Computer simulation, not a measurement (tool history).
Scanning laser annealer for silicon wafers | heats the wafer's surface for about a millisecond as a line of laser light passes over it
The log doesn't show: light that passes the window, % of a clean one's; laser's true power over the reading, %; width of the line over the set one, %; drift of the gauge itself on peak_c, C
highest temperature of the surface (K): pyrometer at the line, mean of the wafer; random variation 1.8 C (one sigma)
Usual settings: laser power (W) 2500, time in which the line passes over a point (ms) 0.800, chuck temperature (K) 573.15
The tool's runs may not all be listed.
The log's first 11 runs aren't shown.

| run | day | laser power (W) | time in which the line passes over a point (ms) | chuck temperature (K) | hours of work since the window was cleaned | hours of work since the power meter was calibrated | hours of work since the optics were aligned | highest temperature of the surface (K) |
|---|---|---|---|---|---|---|---|---|
| 12 | 3.708 | 2500 | 0.861 | 573.15 | 161 | 134 | 169 | 1372.15 |
| 13 | 3.971 | 2500 | 0.800 | 573.15 | 165 | 138 | 172 | 1345.15 |
| 14 | 4.225 | 2500 | 0.800 | 573.15 | 168 | 141 | 176 | 1342.15 |
| 15 | 4.638 | 2453 | 0.800 | 573.15 | 174 | 147 | 182 | 1325.15 |
| 16 | 5.054 | 2500 | 0.800 | 573.15 | 180 | 153 | 187 | 1340.15 |
| 17 | 5.496 | 2500 | 0.800 | 573.15 | 186 | 159 | 193 | 1340.15 |
| 18 | 5.821 | 2500 | 0.800 | 573.15 | 190 | 163 | 198 | 1339.15 |
| 19 | 6.012 | 2576 | 0.800 | 573.15 | 193 | 166 | 201 | 1365.15 |
| 20 | 6.425 | 2576 | 0.800 | 573.15 | 199 | 172 | 206 | 1367.15 |
| 21 | 6.617 | 2576 | 0.800 | 573.15 | 201 | 174 | 209 | 1369.15 |
| 22 | 6.833 | 2356 | 0.615 | 541.15 | 205 | 178 | 212 | 1166.15 |
| 23 | 7.046 | 2205 | 0.615 | 541.15 | 207 | 180 | 215 | 1127.15 |
| 24 | 7.425 | 2255 | 0.611 | 585.15 | 213 | 186 | 220 | 1182.15 |
| 25 | 7.704 | 2275 | 0.757 | 573.15 | 217 | 190 | 224 | 1248.15 |
| 26 | 8.154 | 2447 | 0.800 | 573.15 | 223 | 196 | 231 | 1324.15 |
| 27 | 8.571 | 2610 | 0.576 | 570.15 | 229 | 202 | 236 | 1242.15 |
| 28 | 8.879 | 2620 | 0.809 | 551.15 | 233 | 206 | 241 | 1357.15 |

Forecast run 29:
| 29 | 9.075 | 2500 | 0.800 | 553.15 | 236 | 209 | 243 | ? |

{"run 29": {"highest temperature of the surface (K)": 1314.15}}
Without the tool's hidden state the same run would have given highest temperature of the surface (K) 1331.15.

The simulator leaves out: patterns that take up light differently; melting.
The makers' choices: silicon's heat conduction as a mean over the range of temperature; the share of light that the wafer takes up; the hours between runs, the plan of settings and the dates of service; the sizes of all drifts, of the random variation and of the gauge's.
